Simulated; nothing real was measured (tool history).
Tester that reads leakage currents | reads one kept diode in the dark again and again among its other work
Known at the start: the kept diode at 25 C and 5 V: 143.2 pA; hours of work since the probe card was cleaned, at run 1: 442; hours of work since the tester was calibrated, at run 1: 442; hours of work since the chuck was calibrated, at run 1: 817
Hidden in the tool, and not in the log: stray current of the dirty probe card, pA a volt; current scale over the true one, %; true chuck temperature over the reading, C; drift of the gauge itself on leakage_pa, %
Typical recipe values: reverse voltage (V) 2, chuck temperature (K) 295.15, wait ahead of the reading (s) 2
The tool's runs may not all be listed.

run	hour	reverse voltage (V)	chuck temperature (K)	wait ahead of the reading (s)	hours of work since the probe card was cleaned	hours of work since the tester was calibrated	hours of work since the chuck was calibrated	current that the tester gives (pA)
1	0	2	295.15	2	442	442	817	70.63
2	70.7	2	295.15	2	489	489	864	71.02
3	122.4	2	295.15	2	524	524	899	71.57
4	187.8	2	295.15	2	568	568	943	71.78
5	255	2	295.15	2	613	613	988	72.31
6	315.1	2	295.15	2	654	654	1029	72.45
7	368	2	295.15	2	689	689	1064	73.04
8	403.9	2	295.15	2	714	714	1089	73.22
9	486.8	3.36	295.15	2	769	769	1144	97.79
10	553.1	3.36	295.15	2	814	814	1189	97.94
11	613.6	6.17	295.15	2	855	855	1230	137.99
12	647.9	2	295.15	2	878	878	1253	74.63
13	728	2	295.15	2	932	932	1307	74.82
14	808.6	2.71	315.15	1.78	986	986	1361	540.95
15	848.8	14.85	316.15	4.97	1013	1013	1388	1479.99
16	891.5	14.85	316.15	4.97	1042	1042	1417	1480.48
17	927.2	14.85	316.15	4.97	1066	1066	1441	1485.01
18	996.4	14.85	321.15	4.9	1112	1112	1487	2241.89
19	1057.1	4.28	295.15	4.29	1153	1153	1528	116.93
20	1098.1	7.3	296.15	2	1181	1181	1556	174.1
21	1169.6	7.3	296.15	2	1229	1229	1604	174.04
22	1231.1	7.3	296.15	0.42	1270	1270	1645	179.15
# hour 1270: probe card cleaned and baked
23	1305.6	5.33	302.15	0.65	24	1318	1693	250.91
24	1349.2	9.12	309.15	2	53	1348	1723	634.44
25	1400	10.14	293.15	2	87	1382	1757	151.2
26	1470.1	9.34	317.15	7.34	135	1429	1804	1279.39

Hidden state or all else? Some run-to-run changes of current that the tester gives (pA), split into what the settings, what came in and random variation would give without the hidden state, and what is left for the hidden state (with any gauge scatter that isn't in both results):
Run 18 -> 19: reverse voltage (V) 14.85 -> 4.28, chuck temperature (K) 321.15 -> 295.15, wait ahead of the reading (s) 4.9 -> 4.29. current that the tester gives (pA) -2124.96: hidden state -221.35, all else -1903.61.
Run 25 -> 26: reverse voltage (V) 10.14 -> 9.34, chuck temperature (K) 293.15 -> 317.15, wait ahead of the reading (s) 2 -> 7.34. current that the tester gives (pA) +1128.19: hidden state +138.77, all else +989.42.

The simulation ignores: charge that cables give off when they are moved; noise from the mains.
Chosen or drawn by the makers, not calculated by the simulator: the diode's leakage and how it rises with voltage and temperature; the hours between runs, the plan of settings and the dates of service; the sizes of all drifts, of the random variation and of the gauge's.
